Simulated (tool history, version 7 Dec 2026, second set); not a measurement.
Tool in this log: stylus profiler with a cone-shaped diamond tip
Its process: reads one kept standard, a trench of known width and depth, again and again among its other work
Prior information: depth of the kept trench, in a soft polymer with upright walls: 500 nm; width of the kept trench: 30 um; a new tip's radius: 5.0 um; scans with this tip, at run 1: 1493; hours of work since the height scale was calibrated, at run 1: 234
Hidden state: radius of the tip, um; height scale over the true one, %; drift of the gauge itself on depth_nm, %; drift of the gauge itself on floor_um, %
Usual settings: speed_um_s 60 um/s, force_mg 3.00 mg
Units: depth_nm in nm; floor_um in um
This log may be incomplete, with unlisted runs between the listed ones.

| run | hour | speed_um_s | force_mg | scans with this tip | hours of work since the height scale was calibrated | depth_nm | floor_um |
|---|---|---|---|---|---|---|---|
| 1 | 0.0 | 60 | 3.00 | 1493 | 234 | 508.86 | 24.94 |
| 2 | 16.2 | 69 | 3.00 | 1542 | 242 | 508.45 | 24.90 |
| 3 | 32.1 | 69 | 3.00 | 1590 | 249 | 508.90 | 24.88 |
| 4 | 45.8 | 69 | 3.00 | 1632 | 256 | 508.61 | 24.90 |
| 5 | 56.1 | 69 | 6.26 | 1664 | 260 | 514.59 | 24.99 |
| 6 | 75.7 | 60 | 3.00 | 1723 | 270 | 508.96 | 24.85 |
|  | 77.6 | height scale calibrated on a step standard |
| 7 | 94.1 | 60 | 3.00 | 1777 | 8 | 508.62 | 24.91 |
| 8 | 107.0 | 60 | 3.00 | 1817 | 14 | 508.23 | 24.89 |
| 9 | 121.6 | 178 | 3.51 | 1861 | 21 | 509.32 | 24.37 |
|  | 123.9 | height scale calibrated on a step standard, once more |
| 10 | 139.8 | 178 | 3.51 | 1915 | 8 | 510.46 | 24.37 |
| 11 | 153.9 | 103 | 6.46 | 1958 | 14 | 516.01 | 24.79 |
| 12 | 171.7 | 157 | 6.44 | 2012 | 23 | 515.80 | 24.60 |
| 13 | 186.2 | 137 | 1.22 | 2056 | 30 | 505.17 | 24.13 |
| 14 | 203.9 | 137 | 1.22 | 2109 | 38 | 505.28 | 24.10 |
| 15 | 222.6 | 98 | 1.51 | 2166 | 47 | 505.85 | 24.41 |

Difference, measured minus no-hidden-state, one row per run. Run-to-run variation is common to both terms; the gauge's own scatter need not be:
| run | depth_nm | floor_um |
|---|---|---|
| 1 | -0.70 | -0.42 |
| 2 | -0.72 | -0.43 |
| 3 | -0.74 | -0.45 |
| 4 | -0.75 | -0.46 |
| 5 | -0.76 | -0.48 |
| 6 | -0.78 | -0.49 |
| 7 | -1.02 | -0.51 |
| 8 | -1.03 | -0.52 |
| 9 | -1.04 | -0.53 |
| 10 | +0.01 | -0.55 |
| 11 | -0.01 | -0.55 |
| 12 | -0.02 | -0.58 |
| 13 | -0.04 | -0.59 |
| 14 | -0.05 | -0.61 |
| 15 | -0.06 | -0.62 |
